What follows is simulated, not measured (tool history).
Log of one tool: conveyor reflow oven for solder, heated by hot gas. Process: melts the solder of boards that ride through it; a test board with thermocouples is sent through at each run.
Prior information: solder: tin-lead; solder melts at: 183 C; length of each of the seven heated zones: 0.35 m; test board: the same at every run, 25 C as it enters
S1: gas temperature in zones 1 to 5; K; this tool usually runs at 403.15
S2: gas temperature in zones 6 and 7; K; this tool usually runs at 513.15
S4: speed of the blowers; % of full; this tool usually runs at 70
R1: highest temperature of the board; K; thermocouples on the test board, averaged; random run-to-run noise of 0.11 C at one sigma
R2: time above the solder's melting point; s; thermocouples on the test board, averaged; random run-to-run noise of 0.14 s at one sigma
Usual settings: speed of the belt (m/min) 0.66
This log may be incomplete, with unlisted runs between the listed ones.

{"run": 1, "hour": 0.0, "S1": 403.15, "S2": 513.15, "speed of the belt (m/min)": 0.66, "S4": 70, "R1": 490.55, "R2": 44.9}
{"run": 2, "hour": 16.9, "S1": 403.15, "S2": 513.15, "speed of the belt (m/min)": 0.66, "S4": 70, "R1": 490.55, "R2": 44.8}
{"run": 3, "hour": 39.8, "S1": 403.15, "S2": 513.15, "speed of the belt (m/min)": 0.66, "S4": 70, "R1": 490.45, "R2": 44.7}
{"run": 4, "hour": 68.3, "S1": 403.15, "S2": 501.15, "speed of the belt (m/min)": 0.66, "S4": 70, "R1": 480.55, "R2": 37.5}
{"run": 5, "hour": 89.3, "S1": 403.15, "S2": 501.15, "speed of the belt (m/min)": 0.66, "S4": 70, "R1": 480.45, "R2": 37.1}
{"run": 6, "hour": 104.6, "S1": 416.15, "S2": 501.15, "speed of the belt (m/min)": 0.66, "S4": 70, "R1": 483.15, "R2": 43.7}
{"run": 7, "hour": 131.4, "S1": 416.15, "S2": 501.15, "speed of the belt (m/min)": 0.66, "S4": 70, "R1": 483.15, "R2": 43.4}
{"run": 8, "hour": 157.2, "S1": 416.15, "S2": 501.15, "speed of the belt (m/min)": 0.66, "S4": 70, "R1": 483.15, "R2": 43.6}
{"run": 9, "hour": 173.8, "S1": 401.15, "S2": 513.15, "speed of the belt (m/min)": 0.66, "S4": 70, "R1": 489.75, "R2": 43.8}
{"run": 10, "hour": 190.6, "S1": 403.15, "S2": 513.15, "speed of the belt (m/min)": 0.66, "S4": 70, "R1": 490.25, "R2": 44.8}
{"run": 11, "hour": 211.2, "S1": 403.15, "S2": 513.15, "speed of the belt (m/min)": 0.66, "S4": 70, "R1": 490.05, "R2": 44.9}
{"run": 12, "hour": 234.7, "S1": 403.15, "S2": 513.15, "speed of the belt (m/min)": 0.66, "S4": 70, "R1": 489.85, "R2": 44.7}
{"run": 13, "hour": 260.2, "S1": 403.15, "S2": 513.15, "speed of the belt (m/min)": 0.66, "S4": 70, "R1": 489.95, "R2": 44.9}
{"run": 14, "hour": 290.0, "S1": 403.15, "S2": 513.15, "speed of the belt (m/min)": 0.66, "S4": 70, "R1": 489.75, "R2": 44.5}
{"run": 15, "hour": 320.4, "S1": 403.15, "S2": 513.15, "speed of the belt (m/min)": 0.66, "S4": 70, "R1": 489.65, "R2": 44.6}
{"run": 16, "hour": 337.5, "S1": 403.15, "S2": 513.15, "speed of the belt (m/min)": 0.66, "S4": 70, "R1": 489.55, "R2": 44.3}
{"hour": 343.2, "done": "belt drive overhauled, speed set with a stopwatch"}
{"run": 17, "hour": 365.9, "S1": 410.15, "S2": 513.15, "speed of the belt (m/min)": 0.66, "S4": 53, "R1": 487.15, "R2": 44.3}
{"run": 18, "hour": 385.0, "S1": 389.15, "S2": 513.15, "speed of the belt (m/min)": 0.66, "S4": 53, "R1": 481.75, "R2": 34.7}
{"run": 19, "hour": 403.8, "S1": 403.15, "S2": 505.15, "speed of the belt (m/min)": 0.753, "S4": 70, "R1": 477.45, "R2": 29.5}
{"hour": 412.5, "done": "flux residue cleaned out of gas plates and filters"}
{"run": 20, "hour": 426.0, "S1": 392.15, "S2": 513.15, "speed of the belt (m/min)": 0.74, "S4": 70, "R1": 484.05, "R2": 33}
{"run": 21, "hour": 442.7, "S1": 408.15, "S2": 513.15, "speed of the belt (m/min)": 0.727, "S4": 70, "R1": 488.35, "R2": 40.8}
{"hour": 461.1, "done": "belt drive overhauled, speed set with a stopwatch, once more"}
{"run": 22, "hour": 468.4, "S1": 403.15, "S2": 513.15, "speed of the belt (m/min)": 0.667, "S4": 71, "R1": 490.25, "R2": 44}
{"run": 23, "hour": 487.8, "S1": 395.15, "S2": 516.15, "speed of the belt (m/min)": 0.55, "S4": 70, "R1": 498.85, "R2": 57.9}
{"run": 24, "hour": 503.5, "S1": 390.15, "S2": 514.15, "speed of the belt (m/min)": 0.66, "S4": 85, "R1": 491.75, "R2": 42.8}
{"run": 25, "hour": 528.3, "S1": 403.15, "S2": 503.15, "speed of the belt (m/min)": 0.66, "S4": 70, "R1": 482.05, "R2": 38.7}
{"run": 26, "hour": 545.7, "S1": 403.15, "S2": 503.15, "speed of the belt (m/min)": 0.66, "S4": 70, "R1": 482.25, "R2": 38.2}
{"run": 27, "hour": 572.3, "S1": 403.15, "S2": 502.15, "speed of the belt (m/min)": 0.788, "S4": 80, "R1": 476.25, "R2": 26.8}
{"run": 28, "hour": 603.6, "S1": 403.15, "S2": 513.15, "speed of the belt (m/min)": 0.66, "S4": 66, "R1": 489.25, "R2": 43.7}
{"run": 29, "hour": 629.7, "S1": 413.15, "S2": 513.15, "speed of the belt (m/min)": 0.647, "S4": 53, "R1": 489.05, "R2": 46.9}
{"run": 30, "hour": 657.0, "S1": 413.15, "S2": 513.15, "speed of the belt (m/min)": 0.647, "S4": 53, "R1": 489.15, "R2": 46.7}
{"run": 31, "hour": 670.4, "S1": 403.15, "S2": 513.15, "speed of the belt (m/min)": 0.562, "S4": 77, "R1": 497.25, "R2": 58.7}

3 ways to go on from here, each from the tool as it stands after run 31. What would each give?
{"run": "A", "hour": 696.6, "S1": 393.15, "S2": 513.15, "speed of the belt (m/min)": 0.782, "S4": 70, "R1": "?", "R2": "?"}
{"run": "B", "hour": 696.6, "S1": 403.15, "S2": 521.15, "speed of the belt (m/min)": 0.562, "S4": 77, "R1": "?", "R2": "?"}
{"run": "C", "hour": 696.6, "S1": 403.15, "S2": 513.15, "speed of the belt (m/min)": 0.562, "S4": 90, "R1": "?", "R2": "?"}

run=A R1=479.55 R2=27.6
run=B R1=504.15 R2=62.3
run=C R1=499.25 R2=59.8
Had the tool no hidden state, the same runs would have come out as:
run=A R1=480.15 R2=28.1
run=B R1=504.15 R2=62.3
run=C R1=499.15 R2=59.8

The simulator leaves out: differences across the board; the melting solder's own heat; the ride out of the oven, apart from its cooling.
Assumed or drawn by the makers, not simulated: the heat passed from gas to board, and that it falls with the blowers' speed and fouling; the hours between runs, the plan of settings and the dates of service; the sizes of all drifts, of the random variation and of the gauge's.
